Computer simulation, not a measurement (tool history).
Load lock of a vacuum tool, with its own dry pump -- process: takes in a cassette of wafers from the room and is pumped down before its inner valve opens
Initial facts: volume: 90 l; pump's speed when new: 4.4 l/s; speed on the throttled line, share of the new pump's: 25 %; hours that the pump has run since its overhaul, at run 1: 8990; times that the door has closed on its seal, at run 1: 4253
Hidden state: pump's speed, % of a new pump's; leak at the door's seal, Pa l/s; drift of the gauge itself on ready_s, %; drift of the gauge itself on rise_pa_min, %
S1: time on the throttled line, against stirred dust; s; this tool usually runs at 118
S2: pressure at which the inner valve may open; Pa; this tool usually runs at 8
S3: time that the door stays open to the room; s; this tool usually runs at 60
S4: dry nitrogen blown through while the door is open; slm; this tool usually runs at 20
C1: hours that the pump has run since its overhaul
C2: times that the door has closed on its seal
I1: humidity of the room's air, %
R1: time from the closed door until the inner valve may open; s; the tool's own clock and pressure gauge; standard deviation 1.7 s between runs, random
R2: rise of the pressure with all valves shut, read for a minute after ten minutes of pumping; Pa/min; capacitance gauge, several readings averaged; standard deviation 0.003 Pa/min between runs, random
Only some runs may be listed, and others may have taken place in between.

run,hour,S1,S2,S3,S4,C1,C2,I1,R1,R2
1,0,118,8,60,20,8990,4253,43.8,322.8,0.018
2,334.7,118,8,60,20,9324,5523,45.8,327.2,0.021
3,772.2,118,8,65,20,9762,7181,44.7,337.6,0.022
4,1122.2,118,8,65,20,10112,8509,43.5,334.2,0.026
5,1551.8,118,8,65,20,10541,10138,43.1,339.5,0.026
6,1812.4,118,8,192,20,10802,11126,43.4,340.7,0.035
7,2192.9,118,8,55,20,11182,12569,44.8,339.3,0.033
8,2414.7,118,8,60,5,11404,13410,47.6,340.4,0.042
9,2776.6,118,8,60,20,11766,14783,48.3,346.8,0.037
10,3163,118,8,60,20,12153,16248,43,348.4,0.031
11,3621.8,118,8,60,20,12611,17988,41.8,351.9,0.039
12,3931.4,118,8,49,20,12921,19162,44.7,349.5,0.043
# hour 3985.9: dry pump taken out, an overhauled one fitted
13,4396.2,118,12,60,20,410,20902,42.3,278.1,0.041
14,4857.5,118,12,60,20,872,22652,42.4,281.8,0.05
15,5143.9,118,8,60,20,1158,23738,42,290.7,0.057
16,5500,65,7,31,34,1514,25088,42.3,254.7,0.053
17,5791.5,65,7,31,34,1806,26194,44.2,254.7,0.053
18,6282.4,179,15,36,20,2297,28055,47.2,327.3,0.065
19,6694.7,118,8,58,20,2709,29619,42.8,295.6,0.071
20,7226.1,118,8,58,20,3240,31634,45.2,297,0.08
21,7464.1,193,7,94,11,3478,32537,44.6,357.4,0.091
22,7988.5,64,7,94,33,4003,34525,45.8,266.3,0.089
23,8325,120,9,55,20,4339,35802,49.6,301.8,0.091
24,8745.1,133,8,44,19,4759,37395,46.7,313,0.095
25,9041.9,133,11,69,15,5056,38520,45.7,309.7,0.101
26,9575,171,14,28,13,5589,40542,46.8,335.3,0.104
27,10101.8,171,14,28,13,6116,42540,41.5,337.8,0.111
28,10389.6,171,14,28,13,6404,43631,44,337.1,0.116
29,10631,138,14,144,20,6645,44547,44.6,316.7,0.127
30,11028.2,85,13,156,20,7042,46053,46.2,278.1,0.134

Alternative continuations, all from the tool just after run 30; predict every row:
A,11345.7,118,8,195,20,7360,47257,47.3,?,?
B,11345.7,85,7,46,20,7360,47257,43.5,?,?
C,11345.7,118,9,60,9,7360,47257,46.6,?,?

run,R1,R2
A,322,0.144
B,299,0.13
C,316.7,0.139
What these runs would have given with no unlogged condition in the tool:
run,R1,R2
A,287.1,0.025
B,262.6,0.012
C,283,0.019
